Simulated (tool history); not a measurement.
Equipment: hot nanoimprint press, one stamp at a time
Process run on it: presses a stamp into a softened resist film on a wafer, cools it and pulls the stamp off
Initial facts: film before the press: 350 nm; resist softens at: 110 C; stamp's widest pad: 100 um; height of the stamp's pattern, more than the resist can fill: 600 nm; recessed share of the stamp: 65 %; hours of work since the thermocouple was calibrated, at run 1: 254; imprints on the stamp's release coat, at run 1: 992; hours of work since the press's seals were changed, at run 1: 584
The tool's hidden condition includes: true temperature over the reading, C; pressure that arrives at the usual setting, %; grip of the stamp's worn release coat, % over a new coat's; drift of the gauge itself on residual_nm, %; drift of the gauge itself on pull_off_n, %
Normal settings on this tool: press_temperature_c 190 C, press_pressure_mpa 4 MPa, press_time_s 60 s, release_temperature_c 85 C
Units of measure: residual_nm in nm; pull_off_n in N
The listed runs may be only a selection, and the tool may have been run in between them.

run,hour,press_temperature_c,press_pressure_mpa,press_time_s,release_temperature_c,hours of work since the thermocouple was calibrated,imprints on the stamp's release coat,hours of work since the press's seals were changed,residual_nm,pull_off_n
1,0,190,4,60,85,254,992,584,154.8,162
2,55.2,190,4,60,85,286,1194,616,154.3,163
3,111.4,190,4,60,85,319,1400,650,154.7,157
4,157,190,4,60,85,346,1566,676,154.5,157
5,211.7,190,4,60,85,378,1766,709,155,169
6,262.1,190,4,60,85,408,1951,738,154,162
7,294.4,190,4,60,74,427,2069,757,154.5,212
# hour 332.9: press's hydraulic seals changed and the load cell set to zero
8,332.9,190,4,60,74,445,2181,0,155.5,218
# hour 386.2: stamp cleaned and given a new release coat
9,397,190,5.23,60,74,479,39,34,135.2,204
# hour 454.1: plate thermocouple calibrated
10,454.5,190,5.23,60,74,0,239,66,134.9,205
11,483.5,190,5.23,60,74,17,345,83,134.5,204
12,520.5,190,6.16,33,74,39,480,105,155.2,209
13,569.1,192,3.23,54,74,68,658,134,164.5,211
14,620.3,192,4.23,54,86,98,845,164,143.4,155
15,657,190,4,60,82,119,980,185,154.9,175
16,690.9,190,4,60,82,139,1104,205,154.9,182
17,733.6,190,4,60,82,164,1260,230,154.5,181
18,770.6,190,4,64,85,186,1395,252,150.5,161
19,807.4,195,4.8,34,84,208,1530,274,142.8,163
20,860.3,195,5.4,68,85,239,1724,305,102.7,160
21,896.1,195,5.4,68,85,260,1854,326,101.8,166

Hidden condition of the tool, last listed run before each entry between runs versus first listed run after:
From run 7 to run 8: press's hydraulic seals changed and the load cell set to zero (hour 332.9)
  pressure that arrives at the usual setting, %: 99.87 -> 99.99; grip of the stamp's worn release coat, % over a new coat's: 1.7 -> 1.8
  measured minus no-state result, pull_off_n: +4 -> +4 N
From run 8 to run 9: stamp cleaned and given a new release coat (hour 386.2)
  grip of the stamp's worn release coat, % over a new coat's: 1.8 -> 0
  measured minus no-state result, pull_off_n: +4 -> +0 N
From run 9 to run 10: plate thermocouple calibrated (hour 454.1)
  true temperature over the reading, C: 0.03 -> 0; pressure that arrives at the usual setting, %: 99.99 -> 99.98; grip of the stamp's worn release coat, % over a new coat's: 0 -> 0.2
  measured minus no-state result, pull_off_n: +0 -> +1 N

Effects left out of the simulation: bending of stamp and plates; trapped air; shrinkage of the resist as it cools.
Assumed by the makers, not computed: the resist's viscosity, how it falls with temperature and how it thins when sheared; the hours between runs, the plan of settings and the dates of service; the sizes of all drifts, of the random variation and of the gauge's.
